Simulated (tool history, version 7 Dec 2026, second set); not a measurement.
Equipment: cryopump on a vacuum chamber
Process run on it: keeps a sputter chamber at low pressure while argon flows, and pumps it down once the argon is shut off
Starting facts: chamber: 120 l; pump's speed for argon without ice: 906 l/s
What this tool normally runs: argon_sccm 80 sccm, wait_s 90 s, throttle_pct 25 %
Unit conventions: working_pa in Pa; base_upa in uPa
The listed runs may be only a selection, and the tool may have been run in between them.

{"run": 1, "hour": 0.0, "argon_sccm": 80, "wait_s": 90, "throttle_pct": 25, "working_pa": 0.6313, "base_upa": 3.47}
{"run": 2, "hour": 94.7, "argon_sccm": 80, "wait_s": 90, "throttle_pct": 25, "working_pa": 0.6281, "base_upa": 3.69}
{"run": 3, "hour": 142.0, "argon_sccm": 80, "wait_s": 90, "throttle_pct": 25, "working_pa": 0.6314, "base_upa": 3.64}
{"run": 4, "hour": 246.1, "argon_sccm": 80, "wait_s": 90, "throttle_pct": 25, "working_pa": 0.6449, "base_upa": 3.79}
{"run": 5, "hour": 320.0, "argon_sccm": 80, "wait_s": 90, "throttle_pct": 55, "working_pa": 0.316, "base_upa": 3.92}
{"run": 6, "hour": 399.5, "argon_sccm": 80, "wait_s": 90, "throttle_pct": 55, "working_pa": 0.3188, "base_upa": 4.14}
{"run": 7, "hour": 451.8, "argon_sccm": 80, "wait_s": 90, "throttle_pct": 28, "working_pa": 0.5823, "base_upa": 4.19}
{"run": 8, "hour": 510.0, "argon_sccm": 80, "wait_s": 90, "throttle_pct": 28, "working_pa": 0.5902, "base_upa": 4.26}
{"run": 9, "hour": 610.6, "argon_sccm": 80, "wait_s": 90, "throttle_pct": 28, "working_pa": 0.5861, "base_upa": 4.55}
{"hour": 632.1, "done": "pump warmed up, emptied and cooled again"}
{"hour": 650.5, "done": "leaking fittings of the chamber tightened, without venting"}
{"run": 10, "hour": 716.3, "argon_sccm": 80, "wait_s": 28, "throttle_pct": 25, "working_pa": 0.6038, "base_upa": 5.64}
{"run": 11, "hour": 810.9, "argon_sccm": 80, "wait_s": 28, "throttle_pct": 25, "working_pa": 0.6111, "base_upa": 5.66}
{"run": 12, "hour": 872.0, "argon_sccm": 80, "wait_s": 28, "throttle_pct": 25, "working_pa": 0.6053, "base_upa": 5.56}
{"run": 13, "hour": 916.2, "argon_sccm": 80, "wait_s": 28, "throttle_pct": 25, "working_pa": 0.6144, "base_upa": 5.61}
{"run": 14, "hour": 997.9, "argon_sccm": 80, "wait_s": 90, "throttle_pct": 25, "working_pa": 0.6071, "base_upa": 2.31}
{"run": 15, "hour": 1089.4, "argon_sccm": 80, "wait_s": 90, "throttle_pct": 24, "working_pa": 0.6352, "base_upa": 2.45}
{"run": 16, "hour": 1143.4, "argon_sccm": 80, "wait_s": 90, "throttle_pct": 24, "working_pa": 0.6413, "base_upa": 2.47}
{"run": 17, "hour": 1232.8, "argon_sccm": 80, "wait_s": 231, "throttle_pct": 24, "working_pa": 0.6426, "base_upa": 1.69}
{"run": 18, "hour": 1326.6, "argon_sccm": 106, "wait_s": 90, "throttle_pct": 25, "working_pa": 0.8193, "base_upa": 2.67}
{"run": 19, "hour": 1394.8, "argon_sccm": 51, "wait_s": 184, "throttle_pct": 18, "working_pa": 0.5419, "base_upa": 1.97}
{"run": 20, "hour": 1494.2, "argon_sccm": 140, "wait_s": 62, "throttle_pct": 25, "working_pa": 1.0843, "base_upa": 3.57}
{"run": 21, "hour": 1555.3, "argon_sccm": 81, "wait_s": 228, "throttle_pct": 31, "working_pa": 0.5186, "base_upa": 1.96}
{"run": 22, "hour": 1607.5, "argon_sccm": 109, "wait_s": 21, "throttle_pct": 16, "working_pa": 1.3127, "base_upa": 8.15}
{"run": 23, "hour": 1703.6, "argon_sccm": 77, "wait_s": 90, "throttle_pct": 47, "working_pa": 0.3385, "base_upa": 3.11}
{"run": 24, "hour": 1782.4, "argon_sccm": 77, "wait_s": 90, "throttle_pct": 47, "working_pa": 0.3422, "base_upa": 3.19}
{"run": 25, "hour": 1861.2, "argon_sccm": 69, "wait_s": 22, "throttle_pct": 16, "working_pa": 0.838, "base_upa": 8.16}
{"run": 26, "hour": 1953.6, "argon_sccm": 37, "wait_s": 269, "throttle_pct": 16, "working_pa": 0.4502, "base_upa": 2.45}
{"run": 27, "hour": 2002.7, "argon_sccm": 37, "wait_s": 269, "throttle_pct": 16, "working_pa": 0.4521, "base_upa": 2.52}
{"run": 28, "hour": 2099.4, "argon_sccm": 121, "wait_s": 62, "throttle_pct": 27, "working_pa": 0.9022, "base_upa": 4.38}
{"hour": 2127.5, "done": "pump warmed up, emptied and cooled again"}
{"run": 29, "hour": 2160.2, "argon_sccm": 121, "wait_s": 62, "throttle_pct": 27, "working_pa": 0.8486, "base_upa": 3.98}
{"run": 30, "hour": 2251.6, "argon_sccm": 54, "wait_s": 32, "throttle_pct": 22, "working_pa": 0.4654, "base_upa": 6.26}
{"run": 31, "hour": 2327.6, "argon_sccm": 94, "wait_s": 22, "throttle_pct": 23, "working_pa": 0.7707, "base_upa": 8.42}
{"run": 32, "hour": 2392.5, "argon_sccm": 94, "wait_s": 22, "throttle_pct": 23, "working_pa": 0.7728, "base_upa": 8.43}
{"run": 33, "hour": 2485.3, "argon_sccm": 98, "wait_s": 90, "throttle_pct": 52, "working_pa": 0.3687, "base_upa": 3.76}
{"run": 34, "hour": 2555.9, "argon_sccm": 105, "wait_s": 78, "throttle_pct": 52, "working_pa": 0.4013, "base_upa": 4.12}
{"run": 35, "hour": 2652.0, "argon_sccm": 101, "wait_s": 78, "throttle_pct": 52, "working_pa": 0.3874, "base_upa": 4.19}

3 options for the next run, each taken on its own from the tool as it stands now. Forecast them:
{"run": "A", "hour": 2695.2, "argon_sccm": 80, "wait_s": 20, "throttle_pct": 25, "working_pa": "?", "base_upa": "?"}
{"run": "B", "hour": 2695.2, "argon_sccm": 101, "wait_s": 39, "throttle_pct": 52, "working_pa": "?", "base_upa": "?"}
{"run": "C", "hour": 2695.2, "argon_sccm": 80, "wait_s": 90, "throttle_pct": 34, "working_pa": "?", "base_upa": "?"}

run=A working_pa=0.614 base_upa=9.57
run=B working_pa=0.3887 base_upa=5.95
run=C working_pa=0.4622 base_upa=3.87
Take away the tool's hidden state, keep each run's random variation, and the runs would have read:
run=A working_pa=0.5931 base_upa=7.5
run=B working_pa=0.3622 base_upa=3.92
run=C working_pa=0.4411 base_upa=1.86

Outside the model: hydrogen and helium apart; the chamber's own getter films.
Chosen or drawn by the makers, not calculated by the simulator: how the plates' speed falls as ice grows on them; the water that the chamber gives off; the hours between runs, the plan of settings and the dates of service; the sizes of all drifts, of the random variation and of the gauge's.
